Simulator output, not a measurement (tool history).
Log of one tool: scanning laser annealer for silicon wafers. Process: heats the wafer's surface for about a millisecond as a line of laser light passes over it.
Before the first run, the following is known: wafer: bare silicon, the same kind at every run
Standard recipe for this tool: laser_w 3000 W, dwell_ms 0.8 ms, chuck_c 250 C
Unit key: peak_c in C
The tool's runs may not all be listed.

run 1 hour=0 | laser_w=3000 dwell_ms=0.8 chuck_c=250 | peak_c=955
run 2 hour=18.9 | laser_w=3000 dwell_ms=0.763 chuck_c=250 | peak_c=936
run 3 hour=40.2 | laser_w=3000 dwell_ms=0.763 chuck_c=250 | peak_c=936
run 4 hour=60.3 | laser_w=3000 dwell_ms=0.763 chuck_c=250 | peak_c=935
run 5 hour=81.4 | laser_w=3000 dwell_ms=0.8 chuck_c=250 | peak_c=956
run 6 hour=104.1 | laser_w=2982 dwell_ms=0.8 chuck_c=250 | peak_c=951
run 7 hour=124.2 | laser_w=3110 dwell_ms=0.8 chuck_c=250 | peak_c=985
run 8 hour=144.8 | laser_w=3110 dwell_ms=0.8 chuck_c=250 | peak_c=982
run 9 hour=161.7 | laser_w=3110 dwell_ms=0.8 chuck_c=250 | peak_c=983
run 10 hour=185.4 | laser_w=3000 dwell_ms=0.8 chuck_c=250 | peak_c=953
run 11 hour=205.2 | laser_w=3000 dwell_ms=0.8 chuck_c=250 | peak_c=958
run 12 hour=223.4 | laser_w=3000 dwell_ms=0.983 chuck_c=250 | peak_c=1042
run 13 hour=239.9 | laser_w=3000 dwell_ms=0.8 chuck_c=250 | peak_c=957
run 14 hour=258.5 | laser_w=3000 dwell_ms=0.8 chuck_c=250 | peak_c=956
run 15 hour=272.8 | laser_w=3000 dwell_ms=0.8 chuck_c=250 | peak_c=951
run 16 hour=295 | laser_w=3000 dwell_ms=0.8 chuck_c=250 | peak_c=957
run 17 hour=317.4 | laser_w=3000 dwell_ms=0.8 chuck_c=250 | peak_c=953
run 18 hour=328.4 | laser_w=3000 dwell_ms=0.8 chuck_c=250 | peak_c=956
-- hour=339.9 window over the wafer cleaned
run 19 hour=345.3 | laser_w=3000 dwell_ms=0.8 chuck_c=268 | peak_c=977
run 20 hour=365.8 | laser_w=3000 dwell_ms=0.8 chuck_c=268 | peak_c=974
run 21 hour=380.5 | laser_w=3000 dwell_ms=0.8 chuck_c=268 | peak_c=971
run 22 hour=398 | laser_w=3067 dwell_ms=0.692 chuck_c=271 | peak_c=941
run 23 hour=409.2 | laser_w=3067 dwell_ms=0.692 chuck_c=271 | peak_c=938

What will run 24 give?
run 24 hour=420 | laser_w=3000 dwell_ms=0.884 chuck_c=258 | peak_c=?

{"run 24": {"peak_c": 1006}}
With no hidden state in the tool, this same run would have given peak_c 1006 C.

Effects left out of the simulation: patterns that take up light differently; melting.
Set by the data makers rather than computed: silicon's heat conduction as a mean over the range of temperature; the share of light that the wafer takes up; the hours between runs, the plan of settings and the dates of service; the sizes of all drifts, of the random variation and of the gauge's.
